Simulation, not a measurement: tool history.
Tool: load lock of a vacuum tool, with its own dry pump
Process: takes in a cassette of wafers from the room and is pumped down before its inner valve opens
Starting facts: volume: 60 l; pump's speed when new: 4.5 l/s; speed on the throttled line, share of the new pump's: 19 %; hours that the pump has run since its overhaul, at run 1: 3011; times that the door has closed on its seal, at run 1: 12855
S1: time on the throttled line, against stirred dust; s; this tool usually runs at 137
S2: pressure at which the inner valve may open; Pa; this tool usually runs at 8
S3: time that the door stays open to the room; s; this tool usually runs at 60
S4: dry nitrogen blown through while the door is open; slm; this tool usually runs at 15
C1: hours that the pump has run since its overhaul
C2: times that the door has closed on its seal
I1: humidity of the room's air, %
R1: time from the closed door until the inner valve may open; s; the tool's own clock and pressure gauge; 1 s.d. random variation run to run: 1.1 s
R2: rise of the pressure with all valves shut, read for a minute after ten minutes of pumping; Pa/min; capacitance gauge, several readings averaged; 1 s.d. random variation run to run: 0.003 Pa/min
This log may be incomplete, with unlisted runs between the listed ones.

{"run": 1, "hour": 0.0, "S1": 137, "S2": 8, "S3": 60, "S4": 15, "C1": 3011, "C2": 12855, "I1": 43.6, "R1": 244.9, "R2": 0.105}
{"run": 2, "hour": 181.5, "S1": 137, "S2": 8, "S3": 60, "S4": 15, "C1": 3193, "C2": 13726, "I1": 42.7, "R1": 245, "R2": 0.111}
{"run": 3, "hour": 404.7, "S1": 137, "S2": 8, "S3": 60, "S4": 15, "C1": 3416, "C2": 14798, "I1": 43.4, "R1": 247.3, "R2": 0.12}
{"run": 4, "hour": 648.7, "S1": 137, "S2": 8, "S3": 60, "S4": 15, "C1": 3660, "C2": 15969, "I1": 46.9, "R1": 243.8, "R2": 0.134}
{"run": 5, "hour": 760.9, "S1": 137, "S2": 8, "S3": 60, "S4": 15, "C1": 3772, "C2": 16507, "I1": 44.5, "R1": 244.6, "R2": 0.137}
{"run": 6, "hour": 986.6, "S1": 137, "S2": 15, "S3": 60, "S4": 15, "C1": 3998, "C2": 17591, "I1": 44.5, "R1": 235.3, "R2": 0.145}
{"run": 7, "hour": 1230.4, "S1": 137, "S2": 15, "S3": 60, "S4": 15, "C1": 4242, "C2": 18762, "I1": 41.7, "R1": 236.6, "R2": 0.162}
{"run": 8, "hour": 1411.3, "S1": 137, "S2": 15, "S3": 60, "S4": 15, "C1": 4423, "C2": 19630, "I1": 44.5, "R1": 236.8, "R2": 0.169}
{"run": 9, "hour": 1583.1, "S1": 137, "S2": 15, "S3": 60, "S4": 15, "C1": 4594, "C2": 20455, "I1": 45.6, "R1": 235.5, "R2": 0.18}
{"run": 10, "hour": 1707.3, "S1": 137, "S2": 15, "S3": 60, "S4": 15, "C1": 4719, "C2": 21051, "I1": 47.9, "R1": 236.8, "R2": 0.192}
{"run": 11, "hour": 1848.8, "S1": 137, "S2": 8, "S3": 60, "S4": 29, "C1": 4860, "C2": 21730, "I1": 44.4, "R1": 247.4, "R2": 0.186}
{"run": 12, "hour": 2037.0, "S1": 69, "S2": 8, "S3": 60, "S4": 15, "C1": 5048, "C2": 22634, "I1": 42.9, "R1": 192.9, "R2": 0.201}
{"run": 13, "hour": 2207.2, "S1": 69, "S2": 8, "S3": 60, "S4": 15, "C1": 5219, "C2": 23451, "I1": 44.8, "R1": 192.8, "R2": 0.209}
{"run": 14, "hour": 2322.9, "S1": 78, "S2": 8, "S3": 50, "S4": 7, "C1": 5334, "C2": 24006, "I1": 47.3, "R1": 201.1, "R2": 0.212}
{"run": 15, "hour": 2531.4, "S1": 137, "S2": 8, "S3": 28, "S4": 35, "C1": 5543, "C2": 25008, "I1": 44.5, "R1": 247.1, "R2": 0.217}
{"run": 16, "hour": 2690.9, "S1": 137, "S2": 8, "S3": 28, "S4": 35, "C1": 5702, "C2": 25773, "I1": 46.3, "R1": 245.8, "R2": 0.216}
{"run": 17, "hour": 2846.0, "S1": 254, "S2": 8, "S3": 28, "S4": 35, "C1": 5857, "C2": 26518, "I1": 41.9, "R1": 340.9, "R2": 0.228}
{"run": 18, "hour": 3076.3, "S1": 129, "S2": 16, "S3": 79, "S4": 35, "C1": 6088, "C2": 27624, "I1": 44.6, "R1": 233.1, "R2": 0.265}
{"run": 19, "hour": 3299.9, "S1": 129, "S2": 16, "S3": 79, "S4": 35, "C1": 6311, "C2": 28697, "I1": 41.7, "R1": 230.4, "R2": 0.267}
{"run": 20, "hour": 3511.1, "S1": 85, "S2": 10, "S3": 79, "S4": 6, "C1": 6522, "C2": 29711, "I1": 44.2, "R1": 204.9, "R2": 0.308}
{"run": 21, "hour": 3660.5, "S1": 137, "S2": 11, "S3": 146, "S4": 15, "C1": 6672, "C2": 30428, "I1": 44.1, "R1": 244, "R2": 0.332}
{"run": 22, "hour": 3835.7, "S1": 137, "S2": 8, "S3": 229, "S4": 4, "C1": 6847, "C2": 31269, "I1": 46, "R1": 251.1, "R2": 0.411}
{"run": 23, "hour": 4075.7, "S1": 113, "S2": 12, "S3": 60, "S4": 15, "C1": 7087, "C2": 32422, "I1": 45.6, "R1": 222.9, "R2": 0.335}
{"run": 24, "hour": 4281.7, "S1": 137, "S2": 10, "S3": 60, "S4": 15, "C1": 7293, "C2": 33411, "I1": 44, "R1": 249.1, "R2": 0.344}

5 options for the next run, each taken on its own from the tool as it stands now. Forecast them:
{"run": "A", "hour": 4407.6, "S1": 137, "S2": 8, "S3": 60, "S4": 10, "C1": 7419, "C2": 34015, "I1": 45.1, "R1": "?", "R2": "?"}
{"run": "B", "hour": 4407.6, "S1": 107, "S2": 8, "S3": 60, "S4": 16, "C1": 7419, "C2": 34015, "I1": 47.3, "R1": "?", "R2": "?"}
{"run": "C", "hour": 4407.6, "S1": 84, "S2": 8, "S3": 50, "S4": 17, "C1": 7419, "C2": 34015, "I1": 45.5, "R1": "?", "R2": "?"}
{"run": "D", "hour": 4407.6, "S1": 137, "S2": 7, "S3": 35, "S4": 5, "C1": 7419, "C2": 34015, "I1": 44.5, "R1": "?", "R2": "?"}
{"run": "E", "hour": 4407.6, "S1": 137, "S2": 16, "S3": 60, "S4": 7, "C1": 7419, "C2": 34015, "I1": 44.8, "R1": "?", "R2": "?"}

run=A R1=251.3 R2=0.351
run=B R1=228.6 R2=0.352
run=C R1=209 R2=0.348
run=D R1=253.3 R2=0.358
run=E R1=238.8 R2=0.364
With the hidden condition removed and each run's random variation left untouched, the same runs would have given:
run=A R1=239 R2=0.035
run=B R1=215.5 R2=0.038
run=C R1=195.5 R2=0.031
run=D R1=240.7 R2=0.031
run=E R1=228 R2=0.04
